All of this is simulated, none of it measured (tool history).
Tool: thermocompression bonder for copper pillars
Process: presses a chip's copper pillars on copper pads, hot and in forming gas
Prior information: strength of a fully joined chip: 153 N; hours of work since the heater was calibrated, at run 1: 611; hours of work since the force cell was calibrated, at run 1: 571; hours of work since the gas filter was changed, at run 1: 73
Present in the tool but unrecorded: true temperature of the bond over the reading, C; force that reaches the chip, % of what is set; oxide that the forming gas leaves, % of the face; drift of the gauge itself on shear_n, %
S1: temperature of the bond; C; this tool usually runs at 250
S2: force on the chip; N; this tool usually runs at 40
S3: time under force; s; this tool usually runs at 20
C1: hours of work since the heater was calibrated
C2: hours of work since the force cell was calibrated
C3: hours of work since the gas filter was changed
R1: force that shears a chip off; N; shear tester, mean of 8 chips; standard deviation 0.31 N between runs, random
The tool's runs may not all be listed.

run 1 hour=0.0 | S1=250 S2=40 S3=20 | C1=611 C2=571 C3=73 | R1=105.1
run 2 hour=11.9 | S1=250 S2=51 S3=20 | C1=618 C2=578 C3=80 | R1=114.5
run 3 hour=23.0 | S1=250 S2=51 S3=20 | C1=625 C2=585 C3=87 | R1=114.6
run 4 hour=40.5 | S1=250 S2=42 S3=20 | C1=635 C2=595 C3=97 | R1=107.2
run 5 hour=51.9 | S1=250 S2=42 S3=20 | C1=642 C2=602 C3=104 | R1=106.8
run 6 hour=64.6 | S1=250 S2=42 S3=20 | C1=649 C2=609 C3=111 | R1=106.9
run 7 hour=88.4 | S1=250 S2=42 S3=20 | C1=663 C2=623 C3=125 | R1=107.7
run 8 hour=104.3 | S1=250 S2=40 S3=20 | C1=673 C2=633 C3=135 | R1=104.9
run 9 hour=125.7 | S1=250 S2=40 S3=20 | C1=686 C2=646 C3=148 | R1=104.9
-- hour=150.5 forming gas filter changed
run 10 hour=151.2 | S1=250 S2=40 S3=20 | C1=700 C2=660 C3=0 | R1=104.5
run 11 hour=163.5 | S1=250 S2=40 S3=20 | C1=708 C2=668 C3=8 | R1=103.7
run 12 hour=183.8 | S1=250 S2=40 S3=20 | C1=720 C2=680 C3=20 | R1=104.1
run 13 hour=205.8 | S1=250 S2=40 S3=20 | C1=733 C2=693 C3=33 | R1=104.2
run 14 hour=222.7 | S1=250 S2=40 S3=20 | C1=743 C2=703 C3=43 | R1=104.6
run 15 hour=237.8 | S1=250 S2=40 S3=20 | C1=752 C2=712 C3=52 | R1=103.7
run 16 hour=261.7 | S1=250 S2=40 S3=20 | C1=766 C2=726 C3=66 | R1=103.9
run 17 hour=278.8 | S1=250 S2=40 S3=20 | C1=776 C2=736 C3=76 | R1=104.2
run 18 hour=294.1 | S1=250 S2=40 S3=20 | C1=785 C2=745 C3=85 | R1=103.8
run 19 hour=306.6 | S1=250 S2=52 S3=22 | C1=792 C2=752 C3=92 | R1=116.7
run 20 hour=319.3 | S1=250 S2=52 S3=22 | C1=800 C2=760 C3=100 | R1=117.0
run 21 hour=338.9 | S1=250 S2=40 S3=20 | C1=811 C2=771 C3=111 | R1=103.8
run 22 hour=360.3 | S1=234 S2=40 S3=20 | C1=824 C2=784 C3=124 | R1=82.5
run 23 hour=373.9 | S1=234 S2=40 S3=20 | C1=832 C2=792 C3=132 | R1=82.7
run 24 hour=390.5 | S1=234 S2=40 S3=20 | C1=842 C2=802 C3=142 | R1=82.8
run 25 hour=401.9 | S1=252 S2=40 S3=20 | C1=849 C2=809 C3=149 | R1=105.8
run 26 hour=418.6 | S1=266 S2=49 S3=13 | C1=858 C2=819 C3=159 | R1=119.0
-- hour=425.0 forming gas filter changed
run 27 hour=441.9 | S1=246 S2=40 S3=20 | C1=872 C2=832 C3=10 | R1=98.0
run 28 hour=463.2 | S1=250 S2=40 S3=11 | C1=885 C2=845 C3=23 | R1=87.4
run 29 hour=476.6 | S1=254 S2=56 S3=19 | C1=893 C2=853 C3=31 | R1=119.4
run 30 hour=489.8 | S1=239 S2=40 S3=20 | C1=900 C2=860 C3=38 | R1=88.9
run 31 hour=500.4 | S1=239 S2=40 S3=20 | C1=907 C2=867 C3=45 | R1=88.7
run 32 hour=516.1 | S1=239 S2=40 S3=20 | C1=916 C2=876 C3=54 | R1=88.9
run 33 hour=529.0 | S1=250 S2=48 S3=52 | C1=924 C2=884 C3=62 | R1=132.0
run 34 hour=543.6 | S1=274 S2=40 S3=53 | C1=932 C2=892 C3=70 | R1=143.5
run 35 hour=565.2 | S1=274 S2=40 S3=53 | C1=945 C2=905 C3=83 | R1=143.3
run 36 hour=581.5 | S1=231 S2=40 S3=15 | C1=955 C2=915 C3=93 | R1=70.6

Branching from run 36: 5 alternative next runs. What would each branch give?
run A hour=594.4 | S1=250 S2=40 S3=23 | C1=962 C2=922 C3=100 | R1=?
run B hour=594.4 | S1=220 S2=39 S3=20 | C1=962 C2=922 C3=100 | R1=?
run C hour=594.4 | S1=227 S2=41 S3=52 | C1=962 C2=922 C3=100 | R1=?
run D hour=594.4 | S1=250 S2=40 S3=21 | C1=962 C2=922 C3=100 | R1=?
run E hour=594.4 | S1=264 S2=36 S3=15 | C1=962 C2=922 C3=100 | R1=?

run=A R1=106.1
run=B R1=62.9
run=C R1=98.5
run=D R1=103.4
run=E R1=107.6
Take away the tool's hidden state, keep each run's random variation, and the runs would have read:
run=A R1=108.5
run=B R1=64.4
run=C R1=100.8
run=D R1=105.8
run=E R1=110.1
